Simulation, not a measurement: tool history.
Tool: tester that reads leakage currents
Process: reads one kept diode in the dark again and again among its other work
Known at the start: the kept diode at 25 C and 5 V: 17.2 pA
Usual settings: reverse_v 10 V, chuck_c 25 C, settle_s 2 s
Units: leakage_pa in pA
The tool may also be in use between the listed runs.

Run 1, hour 0: usual settings. Result: leakage_pa 39.09 pA.
Run 2, hour 16.1: usual settings but settle_s 7.02 s. Result: leakage_pa 38.58 pA.
Run 3, hour 45.9: usual settings. Result: leakage_pa 39.53 pA.
Run 4, hour 72.3: usual settings but chuck_c 55 C. Result: leakage_pa 218.05 pA.
Run 5, hour 97.1: usual settings but chuck_c 55 C. Result: leakage_pa 217.92 pA.
Run 6, hour 115.5: usual settings but chuck_c 55 C. Result: leakage_pa 217.63 pA.
Run 7, hour 128.5: usual settings but chuck_c 55 C. Result: leakage_pa 217.06 pA.
Run 8, hour 142.1: usual settings but chuck_c 55 C. Result: leakage_pa 218.27 pA.
Run 9, hour 172.2: usual settings but chuck_c 55 C. Result: leakage_pa 217.36 pA.
Run 10, hour 201.9: usual settings but reverse_v 16.4 V. Result: leakage_pa 58.77 pA.
Run 11, hour 224: usual settings but reverse_v 16.4 V. Result: leakage_pa 59.11 pA.
Run 12, hour 247.6: usual settings but settle_s 4.7 s. Result: leakage_pa 40.93 pA.

Run 13 comes next. What will it give?
Run 13, hour 273.6: usual settings but chuck_c 26 C, settle_s 0.42 s. Result: leakage_pa ?.

Run 13 gave leakage_pa 48.29 pA.
Without the tool's hidden state the same run would have given leakage_pa 30.45 pA.

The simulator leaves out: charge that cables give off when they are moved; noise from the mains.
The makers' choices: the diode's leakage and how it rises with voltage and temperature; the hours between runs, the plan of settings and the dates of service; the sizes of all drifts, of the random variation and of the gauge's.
